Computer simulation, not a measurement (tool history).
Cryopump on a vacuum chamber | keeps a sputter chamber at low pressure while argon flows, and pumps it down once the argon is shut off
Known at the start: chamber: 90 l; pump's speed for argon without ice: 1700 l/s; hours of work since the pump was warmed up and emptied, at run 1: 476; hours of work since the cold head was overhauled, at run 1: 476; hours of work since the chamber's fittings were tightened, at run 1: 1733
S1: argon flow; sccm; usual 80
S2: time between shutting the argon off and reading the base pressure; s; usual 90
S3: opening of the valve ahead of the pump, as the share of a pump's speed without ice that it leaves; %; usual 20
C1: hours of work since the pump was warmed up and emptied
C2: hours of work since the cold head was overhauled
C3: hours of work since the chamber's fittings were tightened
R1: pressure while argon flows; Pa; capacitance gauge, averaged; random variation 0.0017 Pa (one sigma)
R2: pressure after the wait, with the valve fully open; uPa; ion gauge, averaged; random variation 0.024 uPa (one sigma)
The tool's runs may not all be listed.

run,day,S1,S2,S3,C1,C2,C3,R1,R2
1,0,80,90,20,476,476,1733,0.4074,1.5
2,2.254,80,90,20,503,503,1760,0.4097,1.54
3,4.483,80,90,20,530,530,1786,0.4092,1.54
4,5.517,80,113,20,542,542,1798,0.4085,1.39
5,7.362,80,113,20,564,564,1820,0.4084,1.38
6,9.479,80,41,20,589,589,1845,0.4093,2.35
7,10.85,80,41,20,605,605,1862,0.4094,2.34
8,12.358,80,41,20,623,623,1880,0.4094,2.35
9,13.612,80,41,20,638,638,1895,0.4107,2.39
10,14.721,80,41,20,651,651,1908,0.4122,2.4
11,16.95,80,90,33,678,678,1934,0.2558,1.59
12,18.65,80,90,33,698,698,1954,0.257,1.54
13,20.033,80,90,20,714,714,1971,0.4138,1.58
14,21.867,80,90,20,736,736,1993,0.4118,1.66
15,23.088,80,90,26,750,750,2007,0.3219,1.57
16,25.129,80,55,20,775,775,2031,0.4128,2.06
17,26.225,80,90,20,788,788,2044,0.4139,1.63
18,27.904,80,90,20,808,808,2064,0.4159,1.68
19,30.454,80,90,20,838,838,2094,0.4158,1.67
20,32.342,57,90,20,860,860,2117,0.296,1.62
21,34.338,61,216,34,884,884,2141,0.1929,1.35
22,36.567,47,20,20,910,910,2167,0.2448,4.12
23,39,80,191,22,939,939,2196,0.3819,1.43
24,41.079,83,182,16,964,964,2221,0.5359,1.4
25,43.588,71,32,32,994,994,2250,0.2383,3.03
26,46.088,80,46,23,1024,1024,2280,0.3661,2.44
27,47.925,86,46,29,1045,1045,2302,0.3181,2.53
28,49.129,42,178,20,1060,1060,2316,0.2204,1.51
29,51.567,95,247,49,1089,1089,2345,0.2215,1.46
30,52.592,41,43,55,1101,1101,2357,0.0862,2.59
31,53.854,134,90,20,1116,1116,2372,0.7094,1.77
# day 55.704: pump warmed up, emptied and cooled again
32,56.45,99,90,40,9,1144,2401,0.2504,1.59
33,57.754,80,90,41,24,1160,2416,0.1972,1.6

Hidden state or all else? Some run-to-run changes of R1, split into what the settings, what came in and random variation would give without the hidden state, and what is left for the hidden state (with any gauge scatter that isn't in both results):
The hidden state here: pump's speed, % of a pump's without ice; cold plate's temperature, K; leak into the chamber, uPa l/s; drift of the gauge itself on working_pa, %; drift of the gauge itself on base_upa, %.
Run 24 -> 25: S1 83 -> 71, S2 182 -> 32, S3 16 -> 32. R1 -0.2976 Pa: hidden state -0.0025, all else -0.2951.
Run 28 -> 29: S1 42 -> 95, S2 178 -> 247, S3 20 -> 49. R1 +0.0011 Pa: hidden state +0.0164, all else -0.0153.
Run 30 -> 31: S1 41 -> 134, S2 43 -> 90, S3 55 -> 20. R1 +0.6232 Pa: hidden state +0.0293, all else +0.5939.
Run 31 -> 32: S1 134 -> 99, S3 20 -> 40, pump warmed up, emptied and cooled again. R1 -0.459 Pa: hidden state -0.0385, all else -0.4205.

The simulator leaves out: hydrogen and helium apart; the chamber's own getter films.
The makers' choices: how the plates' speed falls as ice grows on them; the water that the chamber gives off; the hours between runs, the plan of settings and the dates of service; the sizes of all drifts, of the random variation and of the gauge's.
